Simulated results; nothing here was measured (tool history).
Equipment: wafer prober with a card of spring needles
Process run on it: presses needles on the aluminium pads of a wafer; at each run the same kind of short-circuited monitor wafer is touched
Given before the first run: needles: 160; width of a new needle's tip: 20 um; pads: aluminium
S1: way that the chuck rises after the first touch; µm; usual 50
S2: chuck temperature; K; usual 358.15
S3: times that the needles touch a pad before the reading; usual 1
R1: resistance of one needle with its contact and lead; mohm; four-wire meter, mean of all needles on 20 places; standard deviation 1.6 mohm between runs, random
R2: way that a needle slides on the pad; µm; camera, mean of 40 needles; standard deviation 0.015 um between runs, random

Run 1, day 0: usual settings. Result: R1 151 mohm, R2 10.74 µm.
At day 0.296: tips cleaned on abrasive film.
At day 0.783: tips cleaned on abrasive film.
At day 0.896: height of the first contact set anew.
At day 1.288: tips cleaned on abrasive film.
At day 1.775: tips cleaned on abrasive film.
At day 2.267: tips cleaned on abrasive film.
Run 2, day 2.496: usual settings. Result: R1 153 mohm, R2 10.75 µm.
At day 2.696: tips cleaned on abrasive film.
At day 3.183: tips cleaned on abrasive film.
At day 3.575: tips cleaned on abrasive film.
At day 3.992: tips cleaned on abrasive film.
Run 3, day 3.992: usual settings. Result: R1 154 mohm, R2 10.68 µm.
At day 4.483: tips cleaned on abrasive film.
At day 4.875: tips cleaned on abrasive film.
At day 5.267: tips cleaned on abrasive film.
Run 4, day 5.283: usual settings. Result: R1 155 mohm, R2 10.73 µm.
At day 5.675: tips cleaned on abrasive film.
At day 6.067: tips cleaned on abrasive film.
At day 6.558: tips cleaned on abrasive film.
At day 7.046: tips cleaned on abrasive film.
At day 7.538: tips cleaned on abrasive film.
Run 5, day 7.633: usual settings. Result: R1 152 mohm, R2 10.74 µm.
At day 8.025: tips cleaned on abrasive film.
At day 8.517: tips cleaned on abrasive film.
At day 9.004: tips cleaned on abrasive film.
At day 9.308: height of the first contact set anew.
Run 6, day 9.4: usual settings. Result: R1 153 mohm, R2 10.75 µm.
At day 9.5: tips cleaned on abrasive film.
At day 9.992: tips cleaned on abrasive film.
At day 10.383: tips cleaned on abrasive film.
At day 10.871: tips cleaned on abrasive film.
At day 11.362: tips cleaned on abrasive film.
At day 11.817: tips cleaned on abrasive film.
Run 7, day 11.817: usual settings. Result: R1 155 mohm, R2 10.72 µm.
At day 12.208: tips cleaned on abrasive film.
At day 12.7: tips cleaned on abrasive film.
At day 13.188: tips cleaned on abrasive film.
Run 8, day 13.346: usual settings. Result: R1 155 mohm, R2 10.71 µm.
At day 13.638: tips cleaned on abrasive film.
At day 14.033: tips cleaned on abrasive film.
At day 14.521: tips cleaned on abrasive film.
At day 14.912: tips cleaned on abrasive film.
Run 9, day 15.25: usual settings. Result: R1 154 mohm, R2 10.72 µm.
At day 15.35: tips cleaned on abrasive film.
At day 15.838: tips cleaned on abrasive film.
At day 16.233: tips cleaned on abrasive film.
At day 16.721: tips cleaned on abrasive film.
At day 17.112: tips cleaned on abrasive film.
Run 10, day 17.5: usual settings. Result: R1 153 mohm, R2 10.73 µm.
At day 17.6: tips cleaned on abrasive film.
At day 17.708: height of the first contact set anew.
At day 18.1: tips cleaned on abrasive film.
At day 18.592: tips cleaned on abrasive film.
At day 19.079: tips cleaned on abrasive film.
At day 19.571: tips cleaned on abrasive film.
At day 20.058: tips cleaned on abrasive film.
Run 11, day 20.438: usual settings. Result: R1 155 mohm, R2 10.72 µm.
At day 20.542: tips cleaned on abrasive film.
At day 20.933: tips cleaned on abrasive film.
At day 21.325: tips cleaned on abrasive film.
At day 21.812: tips cleaned on abrasive film.
At day 22.304: tips cleaned on abrasive film.
Run 12, day 22.562: usual settings. Result: R1 155 mohm, R2 10.74 µm.
At day 22.762: tips cleaned on abrasive film.
At day 23.154: tips cleaned on abrasive film.
At day 23.546: tips cleaned on abrasive film.
Run 13, day 23.812: usual settings. Result: R1 154 mohm, R2 10.7 µm.
At day 24.008: tips cleaned on abrasive film.
At day 24.4: tips cleaned on abrasive film.
At day 24.892: tips cleaned on abrasive film.
At day 25.379: tips cleaned on abrasive film.
At day 25.871: tips cleaned on abrasive film.
At day 26.171: height of the first contact set anew.
At day 26.275: tips cleaned on abrasive film.
Run 14, day 26.517: usual settings. Result: R1 153 mohm, R2 10.72 µm.
At day 26.717: tips cleaned on abrasive film.
At day 27.108: tips cleaned on abrasive film.
At day 27.596: tips cleaned on abrasive film.
Run 15, day 27.746: usual settings but S1 41 µm, S2 335.15 K. Result: R1 154 mohm, R2 8.8 µm.
At day 28.042: tips cleaned on abrasive film.
At day 28.533: tips cleaned on abrasive film.
At day 29.021: tips cleaned on abrasive film.
At day 29.417: tips cleaned on abrasive film.
Run 16, day 29.417: usual settings but S1 67 µm, S2 306.15 K. Result: R1 142 mohm, R2 14.37 µm.
At day 29.9: tips cleaned on abrasive film.
At day 30.392: tips cleaned on abrasive film.
At day 30.812: tips cleaned on abrasive film.
Run 17, day 30.812: usual settings but S1 67 µm, S2 338.15 K. Result: R1 145 mohm, R2 14.35 µm.
At day 31.204: tips cleaned on abrasive film.
At day 31.696: tips cleaned on abrasive film.
At day 32.183: tips cleaned on abrasive film.
At day 32.575: tips cleaned on abrasive film.
At day 33.054: tips cleaned on abrasive film.
Run 18, day 33.054: usual settings but S1 62 µm, S2 318.15 K. Result: R1 143 mohm, R2 13.27 µm.
At day 33.542: tips cleaned on abrasive film.
At day 34.033: tips cleaned on abrasive film.
Run 19, day 34.296: usual settings but S1 47 µm, S2 313.15 K, S3 3. Result: R1 147 mohm, R2 10.09 µm.
At day 34.492: tips cleaned on abrasive film.
At day 34.604: height of the first contact set anew.
At day 34.896: tips cleaned on abrasive film.
At day 35.388: tips cleaned on abrasive film.
At day 35.779: tips cleaned on abrasive film.
At day 36.267: tips cleaned on abrasive film.
At day 36.662: tips cleaned on abrasive film.
Run 20, day 36.746: usual settings but S1 47 µm, S2 313.15 K, S3 3. Result: R1 150 mohm, R2 10.08 µm.
At day 37.138: tips cleaned on abrasive film.
At day 37.625: tips cleaned on abrasive film.
At day 38.017: tips cleaned on abrasive film.
Run 21, day 38.3: usual settings but S2 306.15 K, S3 2. Result: R1 146 mohm, R2 10.73 µm.
At day 38.496: tips cleaned on abrasive film.
At day 38.988: tips cleaned on abrasive film.
At day 39.379: tips cleaned on abrasive film.
At day 39.867: tips cleaned on abrasive film.
Run 22, day 40.012: usual settings but S2 306.15 K, S3 2. Result: R1 146 mohm, R2 10.74 µm.
At day 40.308: tips cleaned on abrasive film.
At day 40.7: tips cleaned on abrasive film.
At day 41.188: tips cleaned on abrasive film.
At day 41.583: tips cleaned on abrasive film.
At day 42.071: tips cleaned on abrasive film.
Run 23, day 42.15: usual settings but S2 306.15 K, S3 2. Result: R1 146 mohm, R2 10.68 µm.
At day 42.542: tips cleaned on abrasive film.
At day 43.029: tips cleaned on abrasive film.
At day 43.042: height of the first contact set anew.
At day 43.433: tips cleaned on abrasive film.
Run 24, day 43.621: usual settings but S1 34 µm, S2 309.15 K. Result: R1 152 mohm, R2 7.31 µm.
At day 43.917: tips cleaned on abrasive film.
At day 44.308: tips cleaned on abrasive film.
At day 44.7: tips cleaned on abrasive film.
At day 45.188: tips cleaned on abrasive film.
At day 45.667: tips cleaned on abrasive film.
Run 25, day 45.667: usual settings but S1 52 µm, S2 364.15 K. Result: R1 157 mohm, R2 11.16 µm.
At day 46.058: tips cleaned on abrasive film.
At day 46.546: tips cleaned on abrasive film.
At day 47.038: tips cleaned on abrasive film.
At day 47.429: tips cleaned on abrasive film.
At day 47.821: tips cleaned on abrasive film.
Run 26, day 48.154: usual settings but S1 56 µm, S2 364.15 K, S3 3. Result: R1 150 mohm, R2 12.02 µm.

Predict each of these 3 candidate next runs independently; none follows another, all start after run 26:
At day 48.258: tips cleaned on abrasive film.
At day 48.746: tips cleaned on abrasive film.
At day 49.238: tips cleaned on abrasive film.
At day 49.725: tips cleaned on abrasive film.
Run A, day 50.054: usual settings but S1 35 µm, S2 375.15 K, S3 3. Result: R1 ?, R2 ?.
At day 48.258: tips cleaned on abrasive film.
At day 48.746: tips cleaned on abrasive film.
At day 49.238: tips cleaned on abrasive film.
At day 49.725: tips cleaned on abrasive film.
Run B, day 50.054: usual settings but S1 65 µm, S2 324.15 K, S3 3. Result: R1 ?, R2 ?.
At day 48.258: tips cleaned on abrasive film.
At day 48.746: tips cleaned on abrasive film.
At day 49.238: tips cleaned on abrasive film.
At day 49.725: tips cleaned on abrasive film.
Run C, day 50.054: usual settings but S1 55 µm, S2 321.15 K, S3 2. Result: R1 ?, R2 ?.

run   R1     R2
  A  162   7.51
  B  144  13.95
  C  148   11.8
The same runs, with their run-to-run variation unchanged, on a tool lacking any hidden condition would have given:
run   R1     R2
  A  161   7.51
  B  144  13.95
  C  148   11.8

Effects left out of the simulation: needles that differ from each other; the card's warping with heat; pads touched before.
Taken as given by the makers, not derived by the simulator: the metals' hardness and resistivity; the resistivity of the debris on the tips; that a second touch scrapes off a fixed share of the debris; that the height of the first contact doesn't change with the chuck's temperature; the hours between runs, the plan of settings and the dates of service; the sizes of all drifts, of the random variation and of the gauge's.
